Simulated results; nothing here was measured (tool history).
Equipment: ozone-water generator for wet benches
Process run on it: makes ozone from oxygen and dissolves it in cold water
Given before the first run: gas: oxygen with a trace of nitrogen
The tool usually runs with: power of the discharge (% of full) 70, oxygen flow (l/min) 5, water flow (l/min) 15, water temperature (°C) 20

run	hour	power of the discharge (% of full)	oxygen flow (l/min)	water flow (l/min)	water temperature (°C)	dissolved ozone (ppm)	ozone in the gas ahead of the water (g/m3)
1	0	70	5	15	20	32.2	240.5
2	117.2	70	5	17	20	29.1	244.7
3	215	70	5	17	20	29.3	241.2
4	273.3	70	5	17	20	29.3	240.5
5	331.8	70	6.93	15	20	30.3	195.7
6	459.4	70	6.93	15	20	30.5	196.3
7	576	70	5	15	20	31.6	240.7
8	697	70	5	15	20	31.5	237.1
9	791.5	70	5	15	20	31.2	237.7
10	894.6	70	5	15	20	31.3	234.9
11	971	70	5	15	20	31	234.1
12	1055.6	70	4.32	15	20	31.2	257.2
13	1178.9	70	4.32	15	20	31.3	253.2
14	1249.9	70	5	15	24	28.8	230.7
15	1323.1	70	5	15	24	28.7	232.6
16	1421	70	5	15	24	28.5	230.9
17	1485.5	74	3.87	15	14	35.9	282.9
18	1607.6	74	3.87	15	14	35.6	282
19	1674.8	59	7.98	15	14	27.5	153.5
20	1738	76	3.06	22	23	22.9	325
21	1841.2	70	5	15	16	32.2	229.2
22	1920.2	86	5	11	20	43.8	270
23	2044.3	68	3.86	9	18	44.2	256.6
24	2154.7	68	3.86	9	18	44	257
# hour 2201.5: water thermometer calibrated
25	2232	70	5	9	20	40.4	226.4
26	2350.1	49	3.58	9	20	32.9	210.6
27	2470.3	49	3.58	9	20	32.8	210.5
28	2532.3	58	3.58	9	18	38.8	238.3
29	2653.3	58	3.58	9	13	42.5	238.5
30	2711.5	58	3.58	9	13	41.7	235.9
31	2794.9	58	3.58	18	13	24.3	235.8
32	2858.1	58	3.58	18	13	24.3	233.6

Each row is a separate what-if for the run after 32, all from the same tool condition, not one after another. Results?
A	2959.1	60	3.58	18	20	?	?
B	2959.1	67	3.58	18	13	?	?
C	2959.1	70	5	15	14	?	?
D	2959.1	52	5	20	18	?	?

run	dissolved ozone (ppm)	ozone in the gas ahead of the water (g/m3)
A	23.1	241.4
B	26.8	261.7
C	32.5	221.2
D	19.3	177.4
With no hidden state in the tool, these same runs would have given:
run	dissolved ozone (ppm)	ozone in the gas ahead of the water (g/m3)
A	26.1	261.7
B	30.6	286.1
C	37.1	242.6
D	21.7	190.4
